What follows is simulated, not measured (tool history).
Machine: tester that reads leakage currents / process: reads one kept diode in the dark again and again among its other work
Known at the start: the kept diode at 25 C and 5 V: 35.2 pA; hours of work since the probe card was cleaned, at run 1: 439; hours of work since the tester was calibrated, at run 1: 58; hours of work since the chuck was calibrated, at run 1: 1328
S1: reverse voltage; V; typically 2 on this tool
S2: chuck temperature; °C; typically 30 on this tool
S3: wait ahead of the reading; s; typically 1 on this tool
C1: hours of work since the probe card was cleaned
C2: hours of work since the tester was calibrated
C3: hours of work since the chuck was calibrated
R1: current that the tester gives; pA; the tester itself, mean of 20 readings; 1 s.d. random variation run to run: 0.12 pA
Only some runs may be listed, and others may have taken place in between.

{"run": 1, "day": 0.0, "S1": 2, "S2": 30, "S3": 1, "C1": 439, "C2": 58, "C3": 1328, "R1": 34.99}
{"run": 2, "day": 1.858, "S1": 2, "S2": 30, "S3": 0.36, "C1": 467, "C2": 86, "C3": 1357, "R1": 36.27}
{"run": 3, "day": 3.642, "S1": 2, "S2": 30, "S3": 1, "C1": 495, "C2": 114, "C3": 1384, "R1": 35.09}
{"run": 4, "day": 5.521, "S1": 2, "S2": 30, "S3": 1, "C1": 524, "C2": 143, "C3": 1413, "R1": 35.06}
{"run": 5, "day": 7.846, "S1": 2, "S2": 30, "S3": 1, "C1": 560, "C2": 179, "C3": 1449, "R1": 35.15}
{"run": 6, "day": 10.308, "S1": 2, "S2": 30, "S3": 1, "C1": 598, "C2": 217, "C3": 1487, "R1": 35.12}
{"run": 7, "day": 12.567, "S1": 2, "S2": 30, "S3": 1, "C1": 633, "C2": 252, "C3": 1522, "R1": 34.94}
{"day": 12.812, "done": "chuck's temperature calibrated"}
{"run": 8, "day": 15.4, "S1": 8.68, "S2": 30, "S3": 1, "C1": 675, "C2": 294, "C3": 40, "R1": 73.98}
{"run": 9, "day": 18.475, "S1": 2, "S2": 30, "S3": 1, "C1": 722, "C2": 341, "C3": 87, "R1": 35}
{"run": 10, "day": 20.067, "S1": 2, "S2": 31, "S3": 1, "C1": 747, "C2": 366, "C3": 112, "R1": 37.94}
{"run": 11, "day": 22.596, "S1": 2, "S2": 31, "S3": 1, "C1": 786, "C2": 405, "C3": 151, "R1": 38.13}
{"run": 12, "day": 25.212, "S1": 11.75, "S2": 30, "S3": 1, "C1": 826, "C2": 445, "C3": 191, "R1": 86.36}
{"run": 13, "day": 27.196, "S1": 11.75, "S2": 30, "S3": 1, "C1": 857, "C2": 476, "C3": 222, "R1": 86.71}
{"run": 14, "day": 29.104, "S1": 11.75, "S2": 30, "S3": 1, "C1": 886, "C2": 505, "C3": 251, "R1": 86.14}
{"run": 15, "day": 30.454, "S1": 7.36, "S2": 30, "S3": 1, "C1": 907, "C2": 526, "C3": 272, "R1": 67.65}
{"run": 16, "day": 32.246, "S1": 7.36, "S2": 30, "S3": 1, "C1": 935, "C2": 554, "C3": 300, "R1": 67.92}
{"run": 17, "day": 34.662, "S1": 2.23, "S2": 30, "S3": 1, "C1": 972, "C2": 591, "C3": 337, "R1": 36.9}
{"run": 18, "day": 35.971, "S1": 1.12, "S2": 53, "S3": 1.19, "C1": 992, "C2": 611, "C3": 357, "R1": 151.63}
{"run": 19, "day": 37.879, "S1": 1.12, "S2": 53, "S3": 1.19, "C1": 1022, "C2": 641, "C3": 387, "R1": 151.66}
{"run": 20, "day": 39.792, "S1": 7.74, "S2": 29, "S3": 0.47, "C1": 1051, "C2": 670, "C3": 416, "R1": 67.86}
{"run": 21, "day": 42.283, "S1": 2, "S2": 20, "S3": 2.24, "C1": 1090, "C2": 709, "C3": 454, "R1": 14.98}
{"run": 22, "day": 43.683, "S1": 2, "S2": 20, "S3": 2.24, "C1": 1111, "C2": 730, "C3": 476, "R1": 15.03}
{"run": 23, "day": 45.162, "S1": 2, "S2": 20, "S3": 2.24, "C1": 1134, "C2": 753, "C3": 499, "R1": 14.96}
{"run": 24, "day": 47.192, "S1": 1.18, "S2": 32, "S3": 0.63, "C1": 1165, "C2": 784, "C3": 530, "R1": 32.07}
{"run": 25, "day": 50.0, "S1": 1.18, "S2": 32, "S3": 0.63, "C1": 1209, "C2": 828, "C3": 574, "R1": 31.95}
{"run": 26, "day": 52.533, "S1": 1.18, "S2": 32, "S3": 0.63, "C1": 1248, "C2": 867, "C3": 613, "R1": 31.95}
{"run": 27, "day": 54.742, "S1": 1.18, "S2": 32, "S3": 0.63, "C1": 1282, "C2": 901, "C3": 647, "R1": 31.82}
{"run": 28, "day": 57.104, "S1": 18.1, "S2": 23, "S3": 2.42, "C1": 1318, "C2": 937, "C3": 683, "R1": 59.3}

Run 29 comes next. What will it give?
{"run": 29, "day": 60.129, "S1": 7.65, "S2": 21, "S3": 4.98, "C1": 1365, "C2": 984, "C3": 730, "R1": "?"}

R1: 31.47 pA
On a tool with no hidden condition, and with the same random variation, this run would have come out at R1 31.43 pA.

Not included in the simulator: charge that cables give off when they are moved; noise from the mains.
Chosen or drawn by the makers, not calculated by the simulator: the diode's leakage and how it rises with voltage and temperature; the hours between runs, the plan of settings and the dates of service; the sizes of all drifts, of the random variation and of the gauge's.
